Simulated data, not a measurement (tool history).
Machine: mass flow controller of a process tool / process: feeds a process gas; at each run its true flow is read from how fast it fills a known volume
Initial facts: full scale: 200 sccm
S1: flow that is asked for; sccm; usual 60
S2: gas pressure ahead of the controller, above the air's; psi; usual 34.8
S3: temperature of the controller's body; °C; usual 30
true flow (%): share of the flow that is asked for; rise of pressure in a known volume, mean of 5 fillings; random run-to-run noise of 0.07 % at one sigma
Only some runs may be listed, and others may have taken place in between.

{"run": 1, "day": 0.0, "S1": 60, "S2": 34.8, "S3": 30, "true flow (%)": 97.52}
{"run": 2, "day": 9.575, "S1": 60, "S2": 34.8, "S3": 30, "true flow (%)": 97.48}
{"run": 3, "day": 23.092, "S1": 60, "S2": 34.8, "S3": 30, "true flow (%)": 97.51}
{"run": 4, "day": 33.662, "S1": 60, "S2": 34.8, "S3": 30, "true flow (%)": 97.56}
{"day": 34.992, "done": "controller's zero set anew"}
{"run": 5, "day": 47.488, "S1": 60, "S2": 34.8, "S3": 30, "true flow (%)": 98.09}
{"run": 6, "day": 58.758, "S1": 60, "S2": 34.8, "S3": 30, "true flow (%)": 97.97}
{"run": 7, "day": 78.838, "S1": 60, "S2": 34.8, "S3": 30, "true flow (%)": 97.93}
{"run": 8, "day": 95.196, "S1": 97, "S2": 30.2, "S3": 30, "true flow (%)": 97.51}
{"run": 9, "day": 109.742, "S1": 35, "S2": 24.2, "S3": 34, "true flow (%)": 98.05}
{"run": 10, "day": 128.762, "S1": 26, "S2": 31.8, "S3": 37, "true flow (%)": 98.94}
{"run": 11, "day": 137.538, "S1": 25, "S2": 33.4, "S3": 26, "true flow (%)": 99.95}

What if the next run were any one of these 3? Each begins from the tool's condition after run 11:
{"day": 142.362, "done": "controller's zero set anew, once more"}
{"run": "A", "day": 147.275, "S1": 143, "S2": 33.4, "S3": 26, "true flow (%)": "?"}
{"day": 142.362, "done": "controller's zero set anew, once more"}
{"run": "B", "day": 147.275, "S1": 41, "S2": 22.8, "S3": 26, "true flow (%)": "?"}
{"day": 142.362, "done": "controller's zero set anew, once more"}
{"run": "C", "day": 147.275, "S1": 25, "S2": 33.4, "S3": 29, "true flow (%)": "?"}

run=A true_flow_(%)=97.43
run=B true_flow_(%)=96.18
run=C true_flow_(%)=96.29
What these runs would have given with no unlogged condition in the tool:
run=A true_flow_(%)=99.57
run=B true_flow_(%)=98.13
run=C true_flow_(%)=98.07
